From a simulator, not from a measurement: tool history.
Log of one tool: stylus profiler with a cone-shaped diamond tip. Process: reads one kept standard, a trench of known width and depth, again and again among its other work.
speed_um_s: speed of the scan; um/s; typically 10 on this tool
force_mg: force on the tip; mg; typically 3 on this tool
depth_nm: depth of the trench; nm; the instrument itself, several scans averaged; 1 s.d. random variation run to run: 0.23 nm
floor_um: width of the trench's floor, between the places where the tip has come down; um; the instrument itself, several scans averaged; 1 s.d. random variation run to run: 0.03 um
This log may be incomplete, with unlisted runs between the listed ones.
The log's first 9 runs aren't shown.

run 10 hour=208.2 | speed_um_s=39 force_mg=3 | depth_nm=1016.34 floor_um=95.32
run 11 hour=232.2 | speed_um_s=2 force_mg=3 | depth_nm=1016.21 floor_um=95.36
run 12 hour=252.1 | speed_um_s=2 force_mg=3 | depth_nm=1016.27 floor_um=95.36
run 13 hour=283.5 | speed_um_s=2 force_mg=3 | depth_nm=1015.93 floor_um=95.31
run 14 hour=306.9 | speed_um_s=2 force_mg=3 | depth_nm=1016.87 floor_um=95.37
run 15 hour=320.1 | speed_um_s=2 force_mg=1.59 | depth_nm=1012.51 floor_um=95.28
-- hour=323.6 height scale calibrated on a step standard
run 16 hour=344.6 | speed_um_s=2 force_mg=1.59 | depth_nm=1013.62 floor_um=95.22
run 17 hour=359.5 | speed_um_s=2 force_mg=1.59 | depth_nm=1013.81 floor_um=95.29
run 18 hour=373.6 | speed_um_s=13 force_mg=1.26 | depth_nm=1012.61 floor_um=95.28
run 19 hour=395.5 | speed_um_s=10 force_mg=2.91 | depth_nm=1017.29 floor_um=95.23
-- hour=403.1 height scale calibrated on a step standard, once more
run 20 hour=428.3 | speed_um_s=33 force_mg=3.76 | depth_nm=1013.45 floor_um=95.16
run 21 hour=448.9 | speed_um_s=8 force_mg=2.89 | depth_nm=1011.43 floor_um=95.22
run 22 hour=479.3 | speed_um_s=8 force_mg=3.01 | depth_nm=1011.75 floor_um=95.23
run 23 hour=510.2 | speed_um_s=12 force_mg=3.01 | depth_nm=1011.76 floor_um=95.17
run 24 hour=538.3 | speed_um_s=5 force_mg=1.06 | depth_nm=1006.27 floor_um=95.13
run 25 hour=554.7 | speed_um_s=25 force_mg=1.22 | depth_nm=1007.45 floor_um=95.09
run 26 hour=571.7 | speed_um_s=17 force_mg=4.74 | depth_nm=1016.39 floor_um=95.15
run 27 hour=585.7 | speed_um_s=17 force_mg=4.74 | depth_nm=1015.76 floor_um=95.09
run 28 hour=600.6 | speed_um_s=17 force_mg=4.74 | depth_nm=1016.39 floor_um=95.14
run 29 hour=621.6 | speed_um_s=37 force_mg=3.48 | depth_nm=1013.17 floor_um=95.07
run 30 hour=635.6 | speed_um_s=37 force_mg=3.48 | depth_nm=1013.81 floor_um=95.04
run 31 hour=661 | speed_um_s=37 force_mg=3.48 | depth_nm=1013.59 floor_um=95.01
run 32 hour=687.8 | speed_um_s=37 force_mg=3.48 | depth_nm=1013.94 floor_um=94.99

Predict each of these 4 candidate next runs independently; none follows another, all start after run 32:
run A hour=706.3 | speed_um_s=37 force_mg=4.26 | depth_nm=? floor_um=?
run B hour=706.3 | speed_um_s=18 force_mg=4.9 | depth_nm=? floor_um=?
run C hour=706.3 | speed_um_s=27 force_mg=3 | depth_nm=? floor_um=?
run D hour=706.3 | speed_um_s=20 force_mg=2.71 | depth_nm=? floor_um=?

run=A depth_nm=1015.78 floor_um=94.99
run=B depth_nm=1016.87 floor_um=95.1
run=C depth_nm=1012.68 floor_um=95.01
run=D depth_nm=1011.49 floor_um=95.06
Take away the tool's hidden state, keep each run's random variation, and the runs would have read:
run=A depth_nm=1014.32 floor_um=96.44
run=B depth_nm=1015.41 floor_um=96.55
run=C depth_nm=1011.23 floor_um=96.46
run=D depth_nm=1010.04 floor_um=96.51
